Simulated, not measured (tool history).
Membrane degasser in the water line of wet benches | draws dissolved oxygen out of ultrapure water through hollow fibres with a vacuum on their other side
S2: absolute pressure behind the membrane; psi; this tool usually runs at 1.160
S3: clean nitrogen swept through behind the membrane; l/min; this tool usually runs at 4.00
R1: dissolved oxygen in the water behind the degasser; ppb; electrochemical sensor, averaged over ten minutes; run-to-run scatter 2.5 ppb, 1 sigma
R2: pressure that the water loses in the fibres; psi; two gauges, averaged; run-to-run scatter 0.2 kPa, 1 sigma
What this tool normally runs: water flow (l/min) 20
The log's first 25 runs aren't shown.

run 26 day=117.638 | water_flow_(l/min)=20 S2=1.160 S3=1.94 | R1=342.5 R2=6.869
run 27 day=121.996 | water_flow_(l/min)=17 S2=1.160 S3=1.94 | R1=257.8 R2=5.871
run 28 day=128.879 | water_flow_(l/min)=17 S2=1.160 S3=1.94 | R1=260.6 R2=5.874
run 29 day=134.154 | water_flow_(l/min)=20 S2=1.160 S3=5.84 | R1=272.4 R2=6.927
run 30 day=137.617 | water_flow_(l/min)=16 S2=1.986 S3=5.78 | R1=211.8 R2=5.538
run 31 day=140.808 | water_flow_(l/min)=19 S2=1.160 S3=5.56 | R1=247.8 R2=6.595
run 32 day=145.254 | water_flow_(l/min)=22 S2=1.160 S3=4.14 | R1=336.1 R2=7.651
run 33 day=150.992 | water_flow_(l/min)=14 S2=1.160 S3=4.14 | R1=145.6 R2=4.798

3 options for the next run, each taken on its own from the tool as it stands now. Forecast them:
run A day=155.217 | water_flow_(l/min)=18 S2=1.160 S3=4.00 | R1=? R2=?
run B day=155.217 | water_flow_(l/min)=14 S2=0.735 S3=8.99 | R1=? R2=?
run C day=155.217 | water_flow_(l/min)=31 S2=0.770 S3=2.43 | R1=? R2=?

run=A R1=240.9 R2=6.219
run=B R1=114.0 R2=4.807
run=C R1=558.0 R2=10.653
What these runs would have given with no unlogged condition in the tool:
run=A R1=205.5 R2=5.896
run=B R1=91.3 R2=4.557
run=C R1=487.1 R2=10.098
